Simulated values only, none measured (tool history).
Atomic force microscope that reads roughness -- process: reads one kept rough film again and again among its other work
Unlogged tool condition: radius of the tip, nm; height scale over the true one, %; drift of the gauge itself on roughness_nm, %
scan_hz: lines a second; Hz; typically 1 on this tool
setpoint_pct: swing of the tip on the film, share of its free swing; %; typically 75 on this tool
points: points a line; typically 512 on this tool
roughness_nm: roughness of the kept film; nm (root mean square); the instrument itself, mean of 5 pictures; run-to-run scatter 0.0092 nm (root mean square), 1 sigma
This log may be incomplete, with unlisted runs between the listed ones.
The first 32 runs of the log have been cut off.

run,hour,scan_hz,setpoint_pct,points,pictures with this tip,hours of work since the height scale was calibrated,roughness_nm
# hour 1760.5: new tip fitted
33,1789.1,0.65,75,294,35,176,2.088
# hour 1793.9: height scale calibrated on a step standard, once more
# hour 1812.8: new tip fitted
34,1861.9,0.65,75,294,60,29,2.047
# hour 1868.8: new tip fitted
# hour 1923.8: new tip fitted
35,1937.1,1.89,75,645,17,62,1.969
# hour 1978.4: new tip fitted
36,1983.4,1.74,75,859,6,82,1.993
37,2028,3.07,75,527,61,101,1.795
# hour 2034.8: new tip fitted
# hour 2089.7: new tip fitted
38,2093.2,1,75,319,4,129,2.071
39,2133,1.95,57,562,53,146,2.059
# hour 2142.1: new tip fitted
# hour 2194.2: new tip fitted
40,2200.8,0.5,88,377,8,175,2.072
# hour 2249.8: new tip fitted
41,2267.2,2.14,75,486,21,204,1.943
# hour 2302.3: new tip fitted
42,2336.3,2.14,75,486,42,234,1.911
# hour 2353.9: new tip fitted
43,2373,2.02,84,347,23,250,1.834

Run 44 has not been measured yet. What should we expect?
# hour 2405.9: new tip fitted
44,2447.3,1,90,512,51,282,?

{"run 44": {"roughness_nm": 1.923}}
Without the tool's hidden state the same run would have given roughness_nm 1.97 nm (root mean square).
